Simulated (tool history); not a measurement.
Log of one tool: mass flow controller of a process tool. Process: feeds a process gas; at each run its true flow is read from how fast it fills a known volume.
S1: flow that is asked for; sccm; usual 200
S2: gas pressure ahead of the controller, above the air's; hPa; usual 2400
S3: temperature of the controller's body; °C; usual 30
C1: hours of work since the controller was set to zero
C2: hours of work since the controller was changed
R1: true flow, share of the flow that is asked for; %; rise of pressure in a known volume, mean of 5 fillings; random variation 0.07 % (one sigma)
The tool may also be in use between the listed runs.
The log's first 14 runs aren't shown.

Run 15, hour 2227.0: usual settings but S1 77 sccm, S2 2210 hPa, S3 39 °C; C1 5634; C2 5634. Result: R1 102.94 %.
Run 16, hour 2357.5: usual settings but S1 127 sccm, S2 2160 hPa, S3 33 °C; C1 5704; C2 5704. Result: R1 102.31 %.
Run 17, hour 2569.0: usual settings but S1 127 sccm, S2 2160 hPa, S3 33 °C; C1 5818; C2 5818. Result: R1 102.52 %.
Run 18, hour 2760.3: usual settings but S1 61 sccm, S2 1510 hPa, S3 39 °C; C1 5920; C2 5920. Result: R1 104.35 %.
Run 19, hour 2912.2: usual settings but S1 53 sccm, S2 2120 hPa; C1 6002; C2 6002. Result: R1 106.13 %.
Run 20, hour 3095.6: usual settings but S1 130 sccm, S2 2120 hPa, S3 21 °C; C1 6101; C2 6101. Result: R1 104.14 %.
Run 21, hour 3256.2: usual settings but S1 130 sccm, S2 2120 hPa, S3 21 °C; C1 6187; C2 6187. Result: R1 104.22 %.
At hour 3265.9: controller's zero set anew.
Run 22, hour 3393.4: usual settings but S1 130 sccm, S2 1820 hPa, S3 36 °C; C1 68; C2 6260. Result: R1 103.05 %.
At hour 3451.6: controller exchanged for a calibrated one.
Run 23, hour 3531.2: usual settings but S1 52 sccm, S2 2190 hPa; C1 43; C2 43. Result: R1 98.07 %.
Run 24, hour 3693.0: usual settings but S1 52 sccm, S2 2190 hPa; C1 130; C2 130. Result: R1 98.20 %.
Run 25, hour 3904.9: usual settings but S1 52 sccm, S2 2190 hPa; C1 244; C2 244. Result: R1 98.37 %.
Run 26, hour 4093.1: usual settings but S3 33 °C; C1 345; C2 345. Result: R1 98.49 %.
At hour 4130.9: controller's zero set anew, once more.
Run 27, hour 4305.8: usual settings but S1 352 sccm, S2 1430 hPa, S3 21 °C; C1 94; C2 459. Result: R1 100.30 %.
Run 28, hour 4493.6: usual settings but S1 106 sccm, S2 1850 hPa, S3 32 °C; C1 195; C2 560. Result: R1 98.32 %.
Run 29, hour 4709.6: usual settings but S1 124 sccm, S2 1850 hPa, S3 32 °C; C1 311; C2 676. Result: R1 98.41 %.
Run 30, hour 4806.3: usual settings but S1 59 sccm, S3 35 °C; C1 363; C2 728. Result: R1 97.93 %.

5 ways to go on from here, each from the tool as it stands after run 30. What would each give?
Run A, hour 4992.1: usual settings but S1 120 sccm; C1 463; C2 827. Result: R1 ?.
Run B, hour 4992.1: usual settings but S2 2580 hPa, S3 21 °C; C1 463; C2 827. Result: R1 ?.
Run C, hour 4992.1: usual settings but S1 245 sccm; C1 463; C2 827. Result: R1 ?.
Run D, hour 4992.1: usual settings but S1 338 sccm, S2 1420 hPa, S3 32 °C; C1 463; C2 827. Result: R1 ?.
Run E, hour 4992.1: usual settings but S1 321 sccm, S2 2560 hPa, S3 20 °C; C1 463; C2 827. Result: R1 ?.

run      R1
  A   98.62
  B   99.87
  C   99.11
  D   99.49
  E  100.45
Without the tool's hidden state the same runs would have given:
run     R1
  A  97.74
  B  99.07
  C  98.32
  D  98.73
  E  99.68

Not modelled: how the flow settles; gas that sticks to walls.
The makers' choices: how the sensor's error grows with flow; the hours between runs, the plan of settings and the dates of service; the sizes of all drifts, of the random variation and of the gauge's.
